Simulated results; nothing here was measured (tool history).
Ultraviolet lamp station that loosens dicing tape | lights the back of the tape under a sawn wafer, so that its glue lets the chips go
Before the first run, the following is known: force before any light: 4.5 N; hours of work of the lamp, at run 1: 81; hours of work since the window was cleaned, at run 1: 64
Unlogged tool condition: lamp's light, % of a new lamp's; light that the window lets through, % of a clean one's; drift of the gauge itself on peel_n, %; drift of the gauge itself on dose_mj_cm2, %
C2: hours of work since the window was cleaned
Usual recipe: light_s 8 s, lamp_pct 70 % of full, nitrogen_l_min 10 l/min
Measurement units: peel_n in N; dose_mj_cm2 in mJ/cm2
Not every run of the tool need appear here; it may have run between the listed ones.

{"run": 1, "hour": 0.0, "light_s": 8, "lamp_pct": 70, "nitrogen_l_min": 10, "hours of work of the lamp": 81, "C2": 64, "peel_n": 0.792, "dose_mj_cm2": 185}
{"run": 2, "hour": 11.9, "light_s": 8, "lamp_pct": 70, "nitrogen_l_min": 10, "hours of work of the lamp": 88, "C2": 72, "peel_n": 0.795, "dose_mj_cm2": 184}
{"run": 3, "hour": 23.5, "light_s": 6, "lamp_pct": 70, "nitrogen_l_min": 10, "hours of work of the lamp": 96, "C2": 79, "peel_n": 1.147, "dose_mj_cm2": 140}
{"run": 4, "hour": 42.9, "light_s": 8, "lamp_pct": 70, "nitrogen_l_min": 10, "hours of work of the lamp": 108, "C2": 91, "peel_n": 0.81, "dose_mj_cm2": 184}
{"run": 5, "hour": 64.2, "light_s": 8, "lamp_pct": 70, "nitrogen_l_min": 10, "hours of work of the lamp": 121, "C2": 105, "peel_n": 0.795, "dose_mj_cm2": 180}
{"run": 6, "hour": 78.8, "light_s": 8, "lamp_pct": 70, "nitrogen_l_min": 10, "hours of work of the lamp": 131, "C2": 114, "peel_n": 0.81, "dose_mj_cm2": 178}
{"run": 7, "hour": 106.5, "light_s": 8, "lamp_pct": 70, "nitrogen_l_min": 10, "hours of work of the lamp": 148, "C2": 131, "peel_n": 0.853, "dose_mj_cm2": 180}
{"run": 8, "hour": 130.8, "light_s": 8, "lamp_pct": 70, "nitrogen_l_min": 10, "hours of work of the lamp": 164, "C2": 147, "peel_n": 0.85, "dose_mj_cm2": 179}
{"run": 9, "hour": 154.8, "light_s": 8, "lamp_pct": 70, "nitrogen_l_min": 10, "hours of work of the lamp": 179, "C2": 162, "peel_n": 0.821, "dose_mj_cm2": 177}
{"run": 10, "hour": 179.3, "light_s": 8, "lamp_pct": 70, "nitrogen_l_min": 10, "hours of work of the lamp": 194, "C2": 178, "peel_n": 0.854, "dose_mj_cm2": 174}
{"run": 11, "hour": 191.1, "light_s": 8, "lamp_pct": 70, "nitrogen_l_min": 10, "hours of work of the lamp": 202, "C2": 185, "peel_n": 0.868, "dose_mj_cm2": 173}
{"run": 12, "hour": 218.9, "light_s": 8, "lamp_pct": 70, "nitrogen_l_min": 10, "hours of work of the lamp": 219, "C2": 203, "peel_n": 0.854, "dose_mj_cm2": 172}
{"run": 13, "hour": 246.0, "light_s": 8, "lamp_pct": 70, "nitrogen_l_min": 9, "hours of work of the lamp": 237, "C2": 220, "peel_n": 0.953, "dose_mj_cm2": 174}
{"run": 14, "hour": 268.0, "light_s": 8, "lamp_pct": 70, "nitrogen_l_min": 10, "hours of work of the lamp": 251, "C2": 234, "peel_n": 0.884, "dose_mj_cm2": 169}
{"run": 15, "hour": 293.7, "light_s": 8, "lamp_pct": 70, "nitrogen_l_min": 7, "hours of work of the lamp": 267, "C2": 250, "peel_n": 1.094, "dose_mj_cm2": 169}
{"run": 16, "hour": 310.5, "light_s": 8, "lamp_pct": 61, "nitrogen_l_min": 6, "hours of work of the lamp": 277, "C2": 261, "peel_n": 1.417, "dose_mj_cm2": 146}
{"run": 17, "hour": 330.0, "light_s": 8, "lamp_pct": 77, "nitrogen_l_min": 10, "hours of work of the lamp": 290, "C2": 273, "peel_n": 0.775, "dose_mj_cm2": 184}
{"run": 18, "hour": 358.0, "light_s": 8, "lamp_pct": 77, "nitrogen_l_min": 10, "hours of work of the lamp": 308, "C2": 291, "peel_n": 0.818, "dose_mj_cm2": 178}
{"run": 19, "hour": 383.6, "light_s": 13, "lamp_pct": 70, "nitrogen_l_min": 10, "hours of work of the lamp": 324, "C2": 307, "peel_n": 0.432, "dose_mj_cm2": 263}
{"run": 20, "hour": 405.9, "light_s": 8, "lamp_pct": 85, "nitrogen_l_min": 10, "hours of work of the lamp": 338, "C2": 321, "peel_n": 0.715, "dose_mj_cm2": 196}
{"run": 21, "hour": 431.4, "light_s": 8, "lamp_pct": 85, "nitrogen_l_min": 10, "hours of work of the lamp": 354, "C2": 337, "peel_n": 0.722, "dose_mj_cm2": 194}
{"run": 22, "hour": 457.9, "light_s": 8, "lamp_pct": 70, "nitrogen_l_min": 5, "hours of work of the lamp": 371, "C2": 354, "peel_n": 1.378, "dose_mj_cm2": 158}
{"run": 23, "hour": 475.7, "light_s": 4, "lamp_pct": 63, "nitrogen_l_min": 10, "hours of work of the lamp": 382, "C2": 365, "peel_n": 2.188, "dose_mj_cm2": 73}
{"run": 24, "hour": 489.7, "light_s": 8, "lamp_pct": 68, "nitrogen_l_min": 5, "hours of work of the lamp": 391, "C2": 374, "peel_n": 1.394, "dose_mj_cm2": 156}
{"run": 25, "hour": 510.1, "light_s": 8, "lamp_pct": 68, "nitrogen_l_min": 5, "hours of work of the lamp": 404, "C2": 387, "peel_n": 1.474, "dose_mj_cm2": 151}
{"run": 26, "hour": 523.5, "light_s": 8, "lamp_pct": 68, "nitrogen_l_min": 12, "hours of work of the lamp": 412, "C2": 396, "peel_n": 0.946, "dose_mj_cm2": 151}

What does the tool deliver on the next run?
{"run": 27, "hour": 535.7, "light_s": 6, "lamp_pct": 72, "nitrogen_l_min": 15, "hours of work of the lamp": 420, "C2": 403, "peel_n": "?", "dose_mj_cm2": "?"}

{"run 27": {"peel_n": 1.214, "dose_mj_cm2": 122}}
On a tool with no hidden condition, and with the same random variation, this run would have come out at peel_n 0.886 N, dose_mj_cm2 153 mJ/cm2.

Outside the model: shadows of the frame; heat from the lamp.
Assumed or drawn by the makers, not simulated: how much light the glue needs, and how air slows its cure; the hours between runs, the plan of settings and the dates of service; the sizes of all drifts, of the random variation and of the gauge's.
